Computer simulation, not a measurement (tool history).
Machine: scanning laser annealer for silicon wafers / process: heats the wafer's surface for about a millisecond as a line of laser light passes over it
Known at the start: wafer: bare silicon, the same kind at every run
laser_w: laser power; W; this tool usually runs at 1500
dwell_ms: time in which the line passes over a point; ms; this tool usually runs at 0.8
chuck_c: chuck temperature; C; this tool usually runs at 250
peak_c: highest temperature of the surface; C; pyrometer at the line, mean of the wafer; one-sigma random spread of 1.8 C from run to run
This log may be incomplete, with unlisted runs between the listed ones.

run    hour  laser_w  dwell_ms  chuck_c  peak_c
  1       0     1500       0.8      250    1038
  2      56     1526       0.8      250    1049
  3    83.2     1526       0.8      250    1048
  4     122     1500     0.597      250     928
  5   174.7     1360       0.8      250     932
  6   228.9     1360       0.8      250     925
  7   283.5     1360       0.8      250     926
  8     314     1360       0.8      250     925
  9   347.5     1360       0.8      250     925
 10   405.3     1631       0.8      250    1096
 11   438.9     1626       0.8      250    1091
 12   473.8     1500       0.8      250    1006
 13   504.2     1500       0.8      250    1003
 14   534.1     1500       0.8      250    1002
      545.1  -- optics aligned, line set to its width
      565.3  -- window over the wafer cleaned
 15   586.5     1500       0.8      250    1059
 16   612.3     1500      0.94      250    1119
 17   662.2     1500      0.94      250    1117
 18   704.4     1407      0.94      250    1043
 19   731.5     1407      0.94      250    1043
 20   788.7     1500       0.8      250    1047
 21   851.9     1367     0.746      249     924
 22   898.8     1501      0.89      266    1091
 23   959.6     1449       0.8      250     996
 24  1023.4     1500     0.602      250     930
 25  1069.9     1514     0.591      241     917
 26  1096.3     1500       0.8      275    1047
 27  1155.3     1500     0.968      275    1119
 28  1186.1     1490     0.968      273    1108
 29  1249.2     1393     0.973      268    1028
 30  1309.7     1323      0.95      258     958
 31  1356.1     1349     0.839      263     934
 32  1389.8     1584     0.823      280    1103
 33  1443.5     1311     0.621      250     807
     1451.2  -- window over the wafer cleaned
 34  1487.6     1403     0.878      271    1029
 35  1533.6     1445     0.878      271    1057
 36  1590.4     1324     0.673      214     830
 37  1621.4     1324     0.673      214     824
 38    1676     1324     0.673      214     825
 39  1709.2     1388     0.632      214     840
 40  1755.3     1388     0.632      214     839

5 ways to go on from here, each from the tool as it stands after run 40. What would each give?
  A  1782     1500       0.8      260       ?
  B  1782     1439     0.632      214       ?
  C  1782     1500       0.8      260       ?
  D  1782     1528     0.606      241       ?
  E  1782     1296     0.632      214       ?

run  peak_c
  A    1034
  B     868
  C    1034
  D     935
  E     785
Without the tool's unlogged condition, the same runs would have read:
run  peak_c
  A    1077
  B     905
  C    1077
  D     973
  E     817
